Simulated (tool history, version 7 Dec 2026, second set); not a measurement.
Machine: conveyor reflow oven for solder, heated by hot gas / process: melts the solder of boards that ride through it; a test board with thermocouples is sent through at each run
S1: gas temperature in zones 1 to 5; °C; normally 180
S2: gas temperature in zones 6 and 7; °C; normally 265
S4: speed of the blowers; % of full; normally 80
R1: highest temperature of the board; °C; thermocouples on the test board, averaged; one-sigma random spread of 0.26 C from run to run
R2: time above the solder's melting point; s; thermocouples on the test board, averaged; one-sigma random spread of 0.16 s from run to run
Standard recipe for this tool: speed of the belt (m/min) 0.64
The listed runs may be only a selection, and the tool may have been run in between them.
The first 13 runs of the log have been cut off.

Run 14, hour 555.3: usual settings but S1 183 °C. Result: R1 253.3 °C, R2 60.7 s.
Run 15, hour 606: usual settings but S1 183 °C. Result: R1 252.9 °C, R2 60.7 s.
Run 16, hour 660.2: usual settings but S1 183 °C. Result: R1 252.5 °C, R2 60.4 s.
Run 17, hour 697.3: usual settings but S1 175 °C, speed of the belt (m/min) 0.615. Result: R1 252.5 °C, R2 59.8 s.
Run 18, hour 739.8: usual settings but S1 178 °C, S2 254 °C, speed of the belt (m/min) 0.525. Result: R1 246.1 °C, R2 68.5 s.
At hour 760.3: flux residue cleaned out of gas plates and filters.
Run 19, hour 793.3: usual settings but S1 178 °C, S2 254 °C, speed of the belt (m/min) 0.553. Result: R1 246.1 °C, R2 64.8 s.
Run 20, hour 827.5: usual settings but S1 178 °C, S2 254 °C, speed of the belt (m/min) 0.553. Result: R1 246.1 °C, R2 64.4 s.
Run 21, hour 862.6: usual settings but S1 178 °C, S2 254 °C, speed of the belt (m/min) 0.553. Result: R1 246.2 °C, R2 64.2 s.
Run 22, hour 893.7: usual settings but S1 172 °C, S2 254 °C, speed of the belt (m/min) 0.716, S4 75 % of full. Result: R1 237.9 °C, R2 38.2 s.
Run 23, hour 935: usual settings but S1 172 °C, S2 254 °C, speed of the belt (m/min) 0.716, S4 75 % of full. Result: R1 238.1 °C, R2 38.2 s.
Run 24, hour 988.2: usual settings but S1 172 °C, S2 254 °C, speed of the belt (m/min) 0.716, S4 75 % of full. Result: R1 238.1 °C, R2 38.2 s.
Run 25, hour 1027.4: usual settings but S1 178 °C, S2 270 °C, speed of the belt (m/min) 0.571, S4 75 % of full. Result: R1 259.4 °C, R2 70.3 s.
Run 26, hour 1066.6: usual settings but S2 271 °C, S4 78 % of full. Result: R1 257 °C, R2 61.9 s.
Run 27, hour 1104.9: usual settings but S2 255 °C, speed of the belt (m/min) 0.566. Result: R1 246.4 °C, R2 63.4 s.
At hour 1120.5: flux residue cleaned out of gas plates and filters.
Run 28, hour 1162.3: usual settings but S2 255 °C, speed of the belt (m/min) 0.566. Result: R1 248 °C, R2 64.7 s.
Run 29, hour 1203.3: usual settings but speed of the belt (m/min) 0.544. Result: R1 257.4 °C, R2 74.4 s.
Run 30, hour 1229.1: usual settings but S2 259 °C, speed of the belt (m/min) 0.708. Result: R1 245.9 °C, R2 48.4 s.
Run 31, hour 1288.3: usual settings but S1 170 °C, S2 261 °C, speed of the belt (m/min) 0.681, S4 64 % of full. Result: R1 243.7 °C, R2 44.6 s.

Each row is a separate what-if for the run after 31, all from the same tool condition, not one after another. Results?
Run A, hour 1315.2: usual settings but S1 170 °C, S2 278 °C, speed of the belt (m/min) 0.681, S4 56 % of full. Result: R1 ?, R2 ?.
Run B, hour 1315.2: usual settings but S1 170 °C, S2 260 °C, speed of the belt (m/min) 0.756, S4 76 % of full. Result: R1 ?, R2 ?.
Run C, hour 1315.2: usual settings but S1 186 °C, S2 264 °C, speed of the belt (m/min) 0.625. Result: R1 ?, R2 ?.

run     R1    R2
  A  256.3  52.9
  B  241.6  38.2
  C  253.4  64.2
Without the tool's unlogged condition, the same runs would have read:
run     R1    R2
  A  256.3  52.9
  B  241.7  38.4
  C  253.1    64
